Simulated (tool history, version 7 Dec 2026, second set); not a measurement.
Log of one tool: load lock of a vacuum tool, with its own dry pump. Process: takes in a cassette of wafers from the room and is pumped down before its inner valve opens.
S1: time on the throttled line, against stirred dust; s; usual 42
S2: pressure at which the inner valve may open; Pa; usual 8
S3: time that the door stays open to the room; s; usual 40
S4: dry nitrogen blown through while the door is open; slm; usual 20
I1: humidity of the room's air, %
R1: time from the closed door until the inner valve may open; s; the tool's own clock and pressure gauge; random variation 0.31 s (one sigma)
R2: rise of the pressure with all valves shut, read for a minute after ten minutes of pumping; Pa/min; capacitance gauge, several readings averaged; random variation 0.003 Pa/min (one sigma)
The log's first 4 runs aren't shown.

Run 5, day 59.088: usual settings; I1 46.8. Result: R1 71.9 s, R2 0.166 Pa/min.
Run 6, day 79.371: usual settings; I1 42.9. Result: R1 72.8 s, R2 0.189 Pa/min.
Run 7, day 98.758: usual settings; I1 43.6. Result: R1 72.5 s, R2 0.199 Pa/min.
Run 8, day 110.646: usual settings but S4 9 slm; I1 44.7. Result: R1 72.7 s, R2 0.22 Pa/min.
Run 9, day 130.704: usual settings; I1 41.6. Result: R1 72.6 s, R2 0.221 Pa/min.
Run 10, day 150.988: usual settings; I1 45.7. Result: R1 72.8 s, R2 0.246 Pa/min.
Run 11, day 168.479: usual settings; I1 45.8. Result: R1 72.7 s, R2 0.257 Pa/min.
Run 12, day 178.625: usual settings; I1 44.8. Result: R1 72.5 s, R2 0.265 Pa/min.
Run 13, day 197.217: usual settings; I1 43.8. Result: R1 73 s, R2 0.291 Pa/min.
Run 14, day 207.404: usual settings but S3 50 s; I1 44.1. Result: R1 73.3 s, R2 0.288 Pa/min.
Run 15, day 221.55: usual settings but S3 50 s; I1 45. Result: R1 72.8 s, R2 0.302 Pa/min.
Run 16, day 235.254: usual settings but S3 50 s; I1 44.6. Result: R1 73.4 s, R2 0.315 Pa/min.
Run 17, day 255.833: usual settings but S3 50 s; I1 44.8. Result: R1 74 s, R2 0.333 Pa/min.
Run 18, day 276.371: usual settings; I1 42. Result: R1 74.2 s, R2 0.348 Pa/min.
Run 19, day 287.738: usual settings; I1 44.2. Result: R1 73.2 s, R2 0.372 Pa/min.
Run 20, day 298.183: usual settings; I1 44.3. Result: R1 73.8 s, R2 0.382 Pa/min.
Run 21, day 316.129: usual settings but S1 24 s, S2 13 Pa, S3 75 s, S4 41 slm; I1 42.6. Result: R1 58.1 s, R2 0.383 Pa/min.
Run 22, day 333.279: usual settings but S4 15 slm; I1 46.2. Result: R1 74.1 s, R2 0.417 Pa/min.
Run 23, day 345.775: usual settings but S4 15 slm; I1 44.3. Result: R1 73.7 s, R2 0.439 Pa/min.
Run 24, day 365.1: usual settings but S1 33 s, S2 9 Pa, S4 29 slm; I1 48.8. Result: R1 67.3 s, R2 0.451 Pa/min.
Run 25, day 379.358: usual settings but S1 33 s, S2 9 Pa, S4 29 slm; I1 49.3. Result: R1 66.8 s, R2 0.462 Pa/min.
At day 385.65: door's seal changed, seat wiped.
Run 26, day 389.3: usual settings but S1 33 s, S2 9 Pa, S4 29 slm; I1 49. Result: R1 66.6 s, R2 0.027 Pa/min.
Run 27, day 405.788: usual settings but S1 22 s, S3 86 s, S4 5 slm; I1 42.8. Result: R1 59.5 s, R2 0.066 Pa/min.
Run 28, day 426: usual settings but S1 22 s, S3 86 s, S4 5 slm; I1 46.9. Result: R1 59.5 s, R2 0.076 Pa/min.
Run 29, day 441.6: usual settings but S1 22 s, S3 86 s, S4 5 slm; I1 44. Result: R1 60.3 s, R2 0.078 Pa/min.

Forecast run 30:
Run 30, day 453.417: usual settings but S1 22 s, S3 217 s, S4 6 slm; I1 43.9. Result: R1 ?, R2 ?.

Run 30 gave R1 59.7 s, R2 0.099 Pa/min.
Without the tool's hidden state the same run would have given R1 55.9 s, R2 0.083 Pa/min.
